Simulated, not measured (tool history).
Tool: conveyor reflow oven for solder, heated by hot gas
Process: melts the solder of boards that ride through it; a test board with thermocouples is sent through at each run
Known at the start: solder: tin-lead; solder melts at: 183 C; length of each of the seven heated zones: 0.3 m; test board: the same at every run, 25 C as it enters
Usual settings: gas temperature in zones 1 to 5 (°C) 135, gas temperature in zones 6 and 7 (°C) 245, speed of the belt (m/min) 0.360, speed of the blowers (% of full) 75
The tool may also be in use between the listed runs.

| run | hour | gas temperature in zones 1 to 5 (°C) | gas temperature in zones 6 and 7 (°C) | speed of the belt (m/min) | speed of the blowers (% of full) | highest temperature of the board (°C) | time above the solder's melting point (s) |
|---|---|---|---|---|---|---|---|
| 1 | 0.0 | 135 | 245 | 0.360 | 75 | 222.7 | 79.6 |
| 2 | 52.4 | 135 | 245 | 0.327 | 75 | 225.7 | 91.0 |
| 3 | 82.0 | 135 | 245 | 0.360 | 75 | 222.6 | 78.8 |
| 4 | 133.9 | 135 | 245 | 0.360 | 75 | 222.5 | 78.3 |
| 5 | 168.6 | 135 | 245 | 0.360 | 75 | 221.7 | 78.6 |
| 6 | 209.8 | 135 | 245 | 0.360 | 75 | 222.2 | 77.7 |
| 7 | 255.0 | 135 | 245 | 0.360 | 75 | 222.1 | 77.1 |
| 8 | 292.8 | 135 | 245 | 0.360 | 75 | 222.4 | 77.1 |
| 9 | 340.4 | 135 | 253 | 0.360 | 75 | 228.5 | 83.4 |
| 10 | 394.7 | 135 | 253 | 0.360 | 75 | 229.2 | 84.0 |
| 11 | 428.9 | 135 | 253 | 0.360 | 75 | 228.8 | 84.6 |
| 12 | 470.2 | 135 | 253 | 0.360 | 75 | 228.9 | 84.5 |
| 13 | 502.7 | 135 | 253 | 0.360 | 75 | 229.0 | 85.1 |
| 14 | 549.6 | 135 | 245 | 0.360 | 75 | 222.8 | 78.4 |
| 15 | 587.0 | 135 | 245 | 0.360 | 75 | 221.9 | 78.7 |
| 16 | 627.8 | 143 | 245 | 0.360 | 76 | 223.7 | 83.2 |
| 17 | 661.5 | 135 | 245 | 0.341 | 58 | 219.1 | 77.6 |
| 18 | 685.4 | 127 | 245 | 0.305 | 75 | 225.7 | 94.2 |
| 19 | 716.6 | 127 | 245 | 0.305 | 75 | 226.5 | 94.4 |
| 20 | 768.0 | 135 | 240 | 0.360 | 75 | 217.0 | 73.7 |
| 21 | 806.0 | 128 | 240 | 0.360 | 75 | 217.1 | 71.6 |
| 22 | 839.6 | 145 | 245 | 0.360 | 75 | 224.0 | 84.3 |
| 23 | 883.7 | 135 | 245 | 0.341 | 52 | 214.9 | 73.5 |
| 24 | 936.1 | 140 | 245 | 0.317 | 75 | 227.6 | 95.3 |
| 25 | 970.8 | 140 | 245 | 0.317 | 75 | 226.5 | 95.9 |
| 26 | 1015.3 | 120 | 245 | 0.369 | 75 | 218.3 | 64.8 |
| 27 | 1052.1 | 138 | 255 | 0.422 | 73 | 222.4 | 67.5 |
| 28 | 1104.5 | 138 | 255 | 0.388 | 73 | 226.2 | 76.4 |
| 29 | 1157.0 | 138 | 255 | 0.388 | 73 | 227.3 | 75.8 |
| 30 | 1183.5 | 135 | 245 | 0.360 | 67 | 218.8 | 73.9 |

Not shown: 4 entries that the log had between the listed runs. Between which runs, and how does the tool's hidden state differ before and after?
Between runs 9 and 10: flux residue cleaned out of gas plates and filters (hour 394.1)
  heat that the gas passes to the board, % of a clean oven's: 96.2 -> 99.6; belt's true speed, % of the reading: 99.09 -> 99.06; true gas temperature in zones 6 and 7 over the reading, C: -1.97 -> -2.03
  measured less the result without the state, highest temperature of the board (°C): -2.6 -> -1.4; time above the solder's melting point (s): -1.3 -> -0.3
Between runs 13 and 14: belt drive overhauled, speed set with a stopwatch (hour 544.9)
  heat that the gas passes to the board, % of a clean oven's: 98.7 -> 98.3; belt's true speed, % of the reading: 98.99 -> 98.7; true gas temperature in zones 6 and 7 over the reading, C: -2.16 -> -2.22
  measured less the result without the state, highest temperature of the board (°C): -1.9 -> -1.9; time above the solder's melting point (s): -0.6 -> -0.7
Between runs 20 and 21: flux residue cleaned out of gas plates and filters (hour 795.3)
  heat that the gas passes to the board, % of a clean oven's: 96.4 -> 99.8; belt's true speed, % of the reading: 98.56 -> 98.54; true gas temperature in zones 6 and 7 over the reading, C: -2.49 -> -2.54
  measured less the result without the state, highest temperature of the board (°C): -2.7 -> -1.6; time above the solder's melting point (s): -1.7 -> -0.4
Between runs 21 and 22: belt drive overhauled, speed set with a stopwatch, once more (hour 835.8)
  heat that the gas passes to the board, % of a clean oven's: 99.8 -> 99.6; belt's true speed, % of the reading: 98.54 -> 99.99; true gas temperature in zones 6 and 7 over the reading, C: -2.54 -> -2.57
  measured less the result without the state, highest temperature of the board (°C): -1.6 -> -2.3; time above the solder's melting point (s): -0.4 -> -1.8
